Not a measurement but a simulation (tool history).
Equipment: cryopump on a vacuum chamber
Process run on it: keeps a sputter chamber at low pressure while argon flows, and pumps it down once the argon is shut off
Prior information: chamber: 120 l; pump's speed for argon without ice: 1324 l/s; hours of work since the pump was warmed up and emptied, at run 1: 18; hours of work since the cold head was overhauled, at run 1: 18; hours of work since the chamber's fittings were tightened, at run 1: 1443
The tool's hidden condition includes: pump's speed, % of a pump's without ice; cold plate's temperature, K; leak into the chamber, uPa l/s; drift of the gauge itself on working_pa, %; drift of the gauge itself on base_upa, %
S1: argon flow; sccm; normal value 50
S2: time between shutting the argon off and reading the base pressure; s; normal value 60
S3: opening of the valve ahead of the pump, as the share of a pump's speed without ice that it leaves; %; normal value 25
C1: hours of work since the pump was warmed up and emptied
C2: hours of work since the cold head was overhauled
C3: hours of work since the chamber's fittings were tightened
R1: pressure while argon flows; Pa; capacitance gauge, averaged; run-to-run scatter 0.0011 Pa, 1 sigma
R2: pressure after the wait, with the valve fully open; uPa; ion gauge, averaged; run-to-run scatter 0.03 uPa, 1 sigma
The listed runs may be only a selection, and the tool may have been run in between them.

Run 1, hour 0.0: usual settings; C1 18; C2 18; C3 1443. Result: R1 0.2539 Pa, R2 2.83 uPa.
Run 2, hour 35.2: usual settings; C1 40; C2 40; C3 1465. Result: R1 0.2529 Pa, R2 2.84 uPa.
Run 3, hour 63.7: usual settings but S1 23 sccm; C1 58; C2 58; C3 1483. Result: R1 0.1190 Pa, R2 2.84 uPa.
Run 4, hour 103.1: usual settings but S1 33 sccm; C1 83; C2 83; C3 1508. Result: R1 0.1696 Pa, R2 2.88 uPa.
Run 5, hour 120.0: usual settings but S1 49 sccm; C1 94; C2 94; C3 1519. Result: R1 0.2518 Pa, R2 2.89 uPa.
Run 6, hour 158.4: usual settings but S1 49 sccm; C1 118; C2 118; C3 1543. Result: R1 0.2520 Pa, R2 2.98 uPa.
Run 7, hour 197.1: usual settings but S1 49 sccm; C1 143; C2 143; C3 1568. Result: R1 0.2540 Pa, R2 3.04 uPa.
Run 8, hour 222.9: usual settings but S2 218 s; C1 159; C2 159; C3 1584. Result: R1 0.2580 Pa, R2 2.12 uPa.
Run 9, hour 245.3: usual settings but S1 97 sccm, S2 23 s, S3 16 %; C1 173; C2 173; C3 1598. Result: R1 0.7754 Pa, R2 5.17 uPa.
Run 10, hour 272.1: usual settings but S1 54 sccm, S2 26 s, S3 22 %; C1 190; C2 190; C3 1615. Result: R1 0.3172 Pa, R2 4.76 uPa.
Run 11, hour 295.9: usual settings but S1 21 sccm, S2 278 s; C1 205; C2 205; C3 1630. Result: R1 0.1081 Pa, R2 2.12 uPa.
Run 12, hour 317.6: usual settings but S1 91 sccm, S3 49 %; C1 219; C2 219; C3 1644. Result: R1 0.2443 Pa, R2 2.95 uPa.
Run 13, hour 357.2: usual settings but S1 73 sccm, S3 58 %; C1 244; C2 244; C3 1669. Result: R1 0.1655 Pa, R2 3.17 uPa.
Run 14, hour 396.4: usual settings but S1 24 sccm, S2 114 s, S3 16 %; C1 269; C2 269; C3 1694. Result: R1 0.1953 Pa, R2 2.58 uPa.
Run 15, hour 426.4: usual settings but S1 24 sccm, S2 114 s, S3 16 %; C1 288; C2 288; C3 1713. Result: R1 0.1945 Pa, R2 2.63 uPa.

Predict each of these 3 candidate next runs independently; none follows another, all start after run 15:
Run A, hour 449.8: usual settings but S1 63 sccm, S2 28 s, S3 36 %; C1 303; C2 303; C3 1728. Result: R1 ?, R2 ?.
Run B, hour 449.8: usual settings but S1 75 sccm, S2 130 s, S3 35 %; C1 303; C2 303; C3 1728. Result: R1 ?, R2 ?.
Run C, hour 449.8: usual settings but S1 23 sccm, S2 29 s, S3 16 %; C1 303; C2 303; C3 1728. Result: R1 ?, R2 ?.

run      R1    R2
  A  0.2312  4.61
  B  0.2812  2.53
  C  0.1866  4.54
Without the tool's hidden state the same runs would have given:
run      R1    R2
  A  0.2237  2.90
  B  0.2723  0.79
  C  0.1839  2.83
